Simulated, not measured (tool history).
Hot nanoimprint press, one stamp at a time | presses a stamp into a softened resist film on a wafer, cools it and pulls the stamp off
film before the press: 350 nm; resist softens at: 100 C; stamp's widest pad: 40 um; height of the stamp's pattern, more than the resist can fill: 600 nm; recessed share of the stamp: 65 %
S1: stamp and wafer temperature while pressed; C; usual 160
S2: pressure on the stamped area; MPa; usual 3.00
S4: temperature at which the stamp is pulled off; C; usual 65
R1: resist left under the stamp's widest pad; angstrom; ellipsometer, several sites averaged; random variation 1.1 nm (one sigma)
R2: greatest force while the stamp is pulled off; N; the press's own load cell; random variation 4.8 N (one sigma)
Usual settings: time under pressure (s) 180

run 1 hour=0.0 | S1=160 S2=3.00 time_under_pressure_(s)=180 S4=65 | R1=1723 R2=287
run 2 hour=17.0 | S1=160 S2=3.00 time_under_pressure_(s)=180 S4=53 | R1=1726 R2=319
run 3 hour=40.5 | S1=160 S2=3.00 time_under_pressure_(s)=180 S4=53 | R1=1730 R2=323
run 4 hour=55.5 | S1=160 S2=2.01 time_under_pressure_(s)=180 S4=65 | R1=2010 R2=306
run 5 hour=70.9 | S1=155 S2=3.00 time_under_pressure_(s)=180 S4=65 | R1=2072 R2=308
run 6 hour=93.1 | S1=160 S2=3.00 time_under_pressure_(s)=180 S4=65 | R1=1715 R2=309
run 7 hour=115.3 | S1=160 S2=3.00 time_under_pressure_(s)=180 S4=65 | R1=1724 R2=316
run 8 hour=125.2 | S1=160 S2=3.00 time_under_pressure_(s)=291 S4=65 | R1=1427 R2=326
run 9 hour=137.9 | S1=160 S2=3.00 time_under_pressure_(s)=291 S4=65 | R1=1437 R2=320
-- hour=164.9 stamp cleaned and given a new release coat
run 10 hour=164.9 | S1=160 S2=3.00 time_under_pressure_(s)=291 S4=65 | R1=1417 R2=235
run 11 hour=181.8 | S1=169 S2=3.00 time_under_pressure_(s)=180 S4=65 | R1=1201 R2=228
run 12 hour=205.6 | S1=169 S2=3.00 time_under_pressure_(s)=180 S4=65 | R1=1211 R2=252
run 13 hour=228.3 | S1=160 S2=3.00 time_under_pressure_(s)=180 S4=65 | R1=1705 R2=256
run 14 hour=242.8 | S1=160 S2=3.00 time_under_pressure_(s)=180 S4=65 | R1=1722 R2=258
run 15 hour=259.8 | S1=160 S2=3.00 time_under_pressure_(s)=180 S4=65 | R1=1720 R2=251
run 16 hour=280.4 | S1=161 S2=2.09 time_under_pressure_(s)=186 S4=73 | R1=1903 R2=259
run 17 hour=291.2 | S1=150 S2=2.33 time_under_pressure_(s)=172 S4=54 | R1=2622 R2=299
run 18 hour=309.6 | S1=150 S2=2.02 time_under_pressure_(s)=172 S4=54 | R1=2698 R2=283
run 19 hour=320.1 | S1=150 S2=2.02 time_under_pressure_(s)=172 S4=54 | R1=2712 R2=285
run 20 hour=337.5 | S1=169 S2=3.96 time_under_pressure_(s)=238 S4=69 | R1=940 R2=276
run 21 hour=360.6 | S1=169 S2=3.96 time_under_pressure_(s)=238 S4=69 | R1=929 R2=283
run 22 hour=373.7 | S1=169 S2=3.96 time_under_pressure_(s)=238 S4=69 | R1=925 R2=274
run 23 hour=385.1 | S1=169 S2=3.40 time_under_pressure_(s)=238 S4=56 | R1=1011 R2=305
run 24 hour=400.0 | S1=169 S2=3.40 time_under_pressure_(s)=238 S4=56 | R1=1013 R2=322
run 25 hour=423.2 | S1=160 S2=4.52 time_under_pressure_(s)=180 S4=65 | R1=1426 R2=308
run 26 hour=436.7 | S1=160 S2=4.52 time_under_pressure_(s)=180 S4=65 | R1=1413 R2=316

Run 27 comes next. What will it give?
run 27 hour=448.1 | S1=160 S2=4.52 time_under_pressure_(s)=180 S4=65 | R1=? R2=?

{"run 27": {"R1": 1406, "R2": 306}}
Without the tool's hidden state the same run would have given R1 1421 angstrom, R2 233 N.
